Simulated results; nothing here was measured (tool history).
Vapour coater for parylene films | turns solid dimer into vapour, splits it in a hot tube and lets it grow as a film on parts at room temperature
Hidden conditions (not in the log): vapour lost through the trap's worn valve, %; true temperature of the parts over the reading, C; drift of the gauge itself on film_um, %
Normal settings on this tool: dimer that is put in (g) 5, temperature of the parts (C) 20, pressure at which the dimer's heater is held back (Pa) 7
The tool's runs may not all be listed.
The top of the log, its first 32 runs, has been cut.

run	hour	dimer that is put in (g)	temperature of the parts (C)	pressure at which the dimer's heater is held back (Pa)	hours of work since the trap's valve was overhauled	hours of work since the table's thermometer was calibrated	thickness of the film (um)
33	764.7	5	20	2.15	70	767	1.096
34	782.8	5	20	2.15	85	781	1.088
35	799.9	4	12	3.15	99	796	0.922
36	817.9	4	12	3.15	114	810	0.922
37	834	5	18	2.67	128	824	1.076
38	864.2	4	20	7	152	849	0.688
39	887.5	4	20	7	172	868	0.683
40	908	4	20	7	189	885	0.683
41	939.3	7	20	7	214	911	1.189
42	954.3	2	20	5.12	227	923	0.359
43	974.5	8	21	5.29	244	940	1.406
44	998.8	7	13	5.29	264	960	1.399
45	1013.9	7	13	5.29	276	972	1.4
46	1040	4	20	5.5	298	994	0.701
# hour 1053.1: trap's valve overhauled
47	1072	4	20	6.99	16	1017	0.713

Below are 4 alternative next runs, each starting from the tool's condition after run 47. Predict each:
A	1093.8	3	20	7	34	1035	?
B	1093.8	5	20	2.42	34	1035	?
C	1093.8	4	19	6.86	34	1035	?
D	1093.8	9	20	6.99	34	1035	?

run	thickness of the film (um)
A	0.533
B	1.086
C	0.717
D	1.598
The same runs, with their run-to-run variation unchanged, on a tool lacking any hidden condition would have given:
run	thickness of the film (um)
A	0.528
B	1.077
C	0.712
D	1.585

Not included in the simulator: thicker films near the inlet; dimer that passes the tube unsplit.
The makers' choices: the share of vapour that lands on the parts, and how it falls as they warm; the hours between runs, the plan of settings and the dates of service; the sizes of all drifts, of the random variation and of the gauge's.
